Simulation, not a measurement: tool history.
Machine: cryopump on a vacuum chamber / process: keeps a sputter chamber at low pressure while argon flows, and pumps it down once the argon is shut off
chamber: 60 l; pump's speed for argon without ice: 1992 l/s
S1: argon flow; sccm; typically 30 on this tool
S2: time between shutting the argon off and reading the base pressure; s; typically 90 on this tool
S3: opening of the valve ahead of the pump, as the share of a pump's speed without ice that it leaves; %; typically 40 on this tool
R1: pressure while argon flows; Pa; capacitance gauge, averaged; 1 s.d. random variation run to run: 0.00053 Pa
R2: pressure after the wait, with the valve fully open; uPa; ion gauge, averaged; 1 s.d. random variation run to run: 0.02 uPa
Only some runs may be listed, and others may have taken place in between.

run 1 day=0 | S1=30 S2=90 S3=40 | R1=0.0653 R2=0.79
run 2 day=0.642 | S1=30 S2=90 S3=40 | R1=0.0655 R2=0.82
run 3 day=1.354 | S1=30 S2=90 S3=40 | R1=0.0667 R2=0.84
run 4 day=2.171 | S1=46 S2=90 S3=40 | R1=0.1001 R2=0.83
run 5 day=3.317 | S1=46 S2=90 S3=40 | R1=0.1006 R2=0.85
run 6 day=4.696 | S1=30 S2=90 S3=40 | R1=0.0668 R2=0.8
run 7 day=5.838 | S1=30 S2=90 S3=40 | R1=0.0659 R2=0.84
run 8 day=6.938 | S1=38 S2=218 S3=18 | R1=0.183 R2=0.55
run 9 day=7.538 | S1=30 S2=133 S3=40 | R1=0.0673 R2=0.66
run 10 day=8.5 | S1=38 S2=90 S3=22 | R1=0.15 R2=0.82
run 11 day=9.312 | S1=38 S2=90 S3=22 | R1=0.1514 R2=0.83

Expected results for the next run?
run 12 day=10.758 | S1=53 S2=47 S3=27 | R1=? R2=?

{"run 12": {"R1": 0.1732, "R2": 1.29}}
Without the tool's hidden state the same run would have given R1 0.1661 Pa, R2 1.06 uPa.
